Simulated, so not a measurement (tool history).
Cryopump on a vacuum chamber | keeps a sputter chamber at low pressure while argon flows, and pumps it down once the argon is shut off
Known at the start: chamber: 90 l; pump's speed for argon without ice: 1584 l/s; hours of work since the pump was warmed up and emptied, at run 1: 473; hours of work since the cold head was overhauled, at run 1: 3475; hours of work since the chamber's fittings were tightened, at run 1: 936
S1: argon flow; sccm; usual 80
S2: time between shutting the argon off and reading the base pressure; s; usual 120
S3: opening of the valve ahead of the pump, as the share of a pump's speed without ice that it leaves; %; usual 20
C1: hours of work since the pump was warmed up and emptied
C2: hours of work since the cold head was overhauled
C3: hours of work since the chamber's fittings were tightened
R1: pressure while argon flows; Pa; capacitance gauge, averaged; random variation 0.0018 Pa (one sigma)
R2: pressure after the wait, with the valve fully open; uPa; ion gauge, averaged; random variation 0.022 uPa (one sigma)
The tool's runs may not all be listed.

{"run": 1, "hour": 0.0, "S1": 80, "S2": 120, "S3": 20, "C1": 473, "C2": 3475, "C3": 936, "R1": 0.4518, "R2": 1.58}
{"hour": 79.5, "done": "pump warmed up, emptied and cooled again"}
{"run": 2, "hour": 109.6, "S1": 80, "S2": 120, "S3": 20, "C1": 23, "C2": 3556, "C3": 1017, "R1": 0.4299, "R2": 1.33}
{"run": 3, "hour": 182.0, "S1": 80, "S2": 120, "S3": 20, "C1": 80, "C2": 3613, "C3": 1073, "R1": 0.4326, "R2": 1.47}
{"run": 4, "hour": 258.5, "S1": 80, "S2": 120, "S3": 20, "C1": 139, "C2": 3672, "C3": 1133, "R1": 0.4356, "R2": 1.56}
{"run": 5, "hour": 312.7, "S1": 80, "S2": 123, "S3": 20, "C1": 181, "C2": 3714, "C3": 1175, "R1": 0.4368, "R2": 1.57}
{"run": 6, "hour": 372.9, "S1": 80, "S2": 123, "S3": 20, "C1": 228, "C2": 3761, "C3": 1222, "R1": 0.4427, "R2": 1.68}
{"run": 7, "hour": 451.3, "S1": 80, "S2": 123, "S3": 20, "C1": 289, "C2": 3822, "C3": 1283, "R1": 0.4418, "R2": 1.75}
{"run": 8, "hour": 570.8, "S1": 80, "S2": 123, "S3": 20, "C1": 382, "C2": 3915, "C3": 1376, "R1": 0.4468, "R2": 1.9}
{"run": 9, "hour": 682.0, "S1": 80, "S2": 123, "S3": 20, "C1": 469, "C2": 4002, "C3": 1462, "R1": 0.456, "R2": 2.11}
{"run": 10, "hour": 742.8, "S1": 80, "S2": 120, "S3": 20, "C1": 516, "C2": 4049, "C3": 1510, "R1": 0.4565, "R2": 2.13}
{"hour": 767.1, "done": "pump warmed up, emptied and cooled again"}
{"run": 11, "hour": 835.1, "S1": 80, "S2": 120, "S3": 20, "C1": 53, "C2": 4117, "C3": 1577, "R1": 0.43, "R2": 1.81}
{"run": 12, "hour": 895.1, "S1": 80, "S2": 120, "S3": 20, "C1": 100, "C2": 4163, "C3": 1624, "R1": 0.4378, "R2": 1.82}
{"run": 13, "hour": 984.6, "S1": 80, "S2": 120, "S3": 20, "C1": 169, "C2": 4233, "C3": 1694, "R1": 0.4368, "R2": 2.02}
{"run": 14, "hour": 1101.0, "S1": 80, "S2": 120, "S3": 20, "C1": 260, "C2": 4324, "C3": 1784, "R1": 0.4396, "R2": 2.15}
{"run": 15, "hour": 1191.6, "S1": 80, "S2": 120, "S3": 40, "C1": 330, "C2": 4394, "C3": 1855, "R1": 0.2303, "R2": 2.27}
{"hour": 1250.1, "done": "leaking fittings of the chamber tightened, without venting"}
{"run": 16, "hour": 1305.2, "S1": 80, "S2": 120, "S3": 40, "C1": 417, "C2": 4481, "C3": 43, "R1": 0.2371, "R2": 0.64}
{"run": 17, "hour": 1376.1, "S1": 80, "S2": 120, "S3": 20, "C1": 472, "C2": 4536, "C3": 98, "R1": 0.4531, "R2": 0.71}
{"run": 18, "hour": 1436.7, "S1": 46, "S2": 203, "S3": 20, "C1": 519, "C2": 4583, "C3": 145, "R1": 0.2635, "R2": 0.63}
{"hour": 1458.3, "done": "pump warmed up, emptied and cooled again"}
{"run": 19, "hour": 1512.4, "S1": 36, "S2": 116, "S3": 22, "C1": 42, "C2": 4638, "C3": 200, "R1": 0.177, "R2": 0.76}
{"run": 20, "hour": 1639.5, "S1": 36, "S2": 49, "S3": 16, "C1": 141, "C2": 4737, "C3": 299, "R1": 0.2453, "R2": 1.36}
{"run": 21, "hour": 1743.5, "S1": 45, "S2": 60, "S3": 16, "C1": 222, "C2": 4818, "C3": 380, "R1": 0.3064, "R2": 1.28}
{"run": 22, "hour": 1804.4, "S1": 45, "S2": 60, "S3": 16, "C1": 269, "C2": 4865, "C3": 427, "R1": 0.3067, "R2": 1.4}
{"run": 23, "hour": 1912.7, "S1": 84, "S2": 120, "S3": 20, "C1": 353, "C2": 4949, "C3": 511, "R1": 0.4712, "R2": 1.07}
{"run": 24, "hour": 2012.1, "S1": 84, "S2": 120, "S3": 23, "C1": 431, "C2": 5027, "C3": 589, "R1": 0.4182, "R2": 1.13}
{"run": 25, "hour": 2100.2, "S1": 94, "S2": 21, "S3": 23, "C1": 499, "C2": 5095, "C3": 657, "R1": 0.4716, "R2": 3.05}
{"hour": 2147.2, "done": "pump warmed up, emptied and cooled again"}
{"run": 26, "hour": 2215.6, "S1": 80, "S2": 37, "S3": 49, "C1": 53, "C2": 5181, "C3": 743, "R1": 0.1804, "R2": 1.95}
{"run": 27, "hour": 2274.5, "S1": 60, "S2": 294, "S3": 15, "C1": 99, "C2": 5227, "C3": 789, "R1": 0.4308, "R2": 0.96}
{"run": 28, "hour": 2373.8, "S1": 43, "S2": 106, "S3": 20, "C1": 176, "C2": 5304, "C3": 866, "R1": 0.2357, "R2": 1.37}
{"run": 29, "hour": 2439.6, "S1": 112, "S2": 164, "S3": 16, "C1": 227, "C2": 5355, "C3": 917, "R1": 0.7674, "R2": 1.22}
{"run": 30, "hour": 2505.3, "S1": 67, "S2": 297, "S3": 29, "C1": 278, "C2": 5406, "C3": 968, "R1": 0.2606, "R2": 1.22}
{"run": 31, "hour": 2578.7, "S1": 67, "S2": 297, "S3": 29, "C1": 336, "C2": 5463, "C3": 1025, "R1": 0.2634, "R2": 1.28}
{"run": 32, "hour": 2658.2, "S1": 136, "S2": 297, "S3": 26, "C1": 397, "C2": 5525, "C3": 1087, "R1": 0.5984, "R2": 1.31}
{"run": 33, "hour": 2712.6, "S1": 80, "S2": 120, "S3": 50, "C1": 440, "C2": 5567, "C3": 1130, "R1": 0.1975, "R2": 1.64}

3 ways to go on from here, each from the tool as it stands after run 33. What would each give?
{"run": "A", "hour": 2770.0, "S1": 57, "S2": 120, "S3": 39, "C1": 484, "C2": 5612, "C3": 1174, "R1": "?", "R2": "?"}
{"run": "B", "hour": 2770.0, "S1": 80, "S2": 120, "S3": 16, "C1": 484, "C2": 5612, "C3": 1174, "R1": "?", "R2": "?"}
{"run": "C", "hour": 2770.0, "S1": 80, "S2": 39, "S3": 20, "C1": 484, "C2": 5612, "C3": 1174, "R1": "?", "R2": "?"}

run=A R1=0.1774 R2=1.72
run=B R1=0.562 R2=1.7
run=C R1=0.4526 R2=2.51
Without the tool's hidden state the same runs would have given:
run=A R1=0.1569 R2=0.56
run=B R1=0.5335 R2=0.56
run=C R1=0.4242 R2=1.36

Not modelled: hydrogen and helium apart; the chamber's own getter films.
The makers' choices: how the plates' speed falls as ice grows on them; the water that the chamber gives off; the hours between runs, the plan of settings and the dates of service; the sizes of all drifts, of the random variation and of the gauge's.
